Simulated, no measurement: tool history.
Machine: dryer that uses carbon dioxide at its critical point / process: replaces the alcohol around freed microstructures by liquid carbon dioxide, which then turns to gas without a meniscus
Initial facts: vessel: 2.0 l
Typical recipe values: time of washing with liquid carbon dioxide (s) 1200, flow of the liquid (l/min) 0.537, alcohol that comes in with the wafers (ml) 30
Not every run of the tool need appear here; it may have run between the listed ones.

run	day	time of washing with liquid carbon dioxide (s)	flow of the liquid (l/min)	alcohol that comes in with the wafers (ml)	alcohol left in the vessel before it's heated (ppm by volume)
1	0	1200	0.537	30	545
2	1.225	1200	0.439	30	967
3	2.746	1200	0.439	30	998
4	4.325	1200	0.439	30	1049
5	5.662	1200	0.439	30	1067
6	6.883	1200	0.439	30	1132
7	7.533	1200	0.439	30	1155
8	8.417	1200	0.537	30	683
9	9.696	1200	0.537	30	734
# day 10.358: inlet filter changed
# day 10.617: purifier's bed changed
10	11.012	1200	0.537	30	338
11	11.658	1200	0.537	30	358
12	12.583	1200	0.537	30	365
13	13.508	1200	0.537	30	381
14	14.554	1200	0.537	30	405
15	15.733	1200	0.537	30	433
16	16.929	1200	0.537	30	437
17	18.017	1200	0.46	30	738
18	19.579	1080	0.537	30	681
19	20.475	1080	0.537	30	689
20	22.008	1080	0.537	30	739
21	23.575	1080	0.537	30	780
22	24.796	1080	0.537	30	828
23	26.392	1080	0.537	30	866
24	27.354	1080	0.537	30	857
# day 28.442: inlet filter changed
25	28.504	1740	0.609	30	158
26	29.475	1740	0.609	30	169
27	30.596	1440	0.333	30	1061
28	31.488	1440	0.537	30	314
29	32.846	1560	0.395	30	602
30	33.642	1560	0.482	30	382
31	35.033	1200	0.519	30	639
32	35.821	1380	0.363	35	1266
33	36.917	1320	0.823	27	209
34	38.108	1200	0.698	39	381
# day 38.375: purifier's bed changed
35	39.058	1020	0.537	25	640
36	40.254	1200	0.387	116	4885
37	41.367	960	0.537	30	946
38	42.062	1500	0.408	40	805
39	43.35	1200	0.833	45	141
40	44.767	1500	0.537	38	321
41	46.354	780	0.498	22	1517
# day 46.496: inlet filter changed
42	47.133	1800	0.844	64	68
43	48.3	1200	0.844	64	147
44	49.246	1680	0.52	50	237
45	50.008	1680	0.52	50	255
46	51.042	1680	0.52	50	262
47	51.917	780	0.654	39	1157

Predict each of these 3 candidate next runs independently; none follows another, all start after run 47:
A	53.25	1500	0.775	30	?
B	53.25	1500	0.905	99	?
C	53.25	1260	0.537	30	?

run	alcohol left in the vessel before it's heated (ppm by volume)
A	138
B	140
C	476
Had the tool no hidden state, the same runs would have come out as:
run	alcohol left in the vessel before it's heated (ppm by volume)
A	23
B	21
C	297
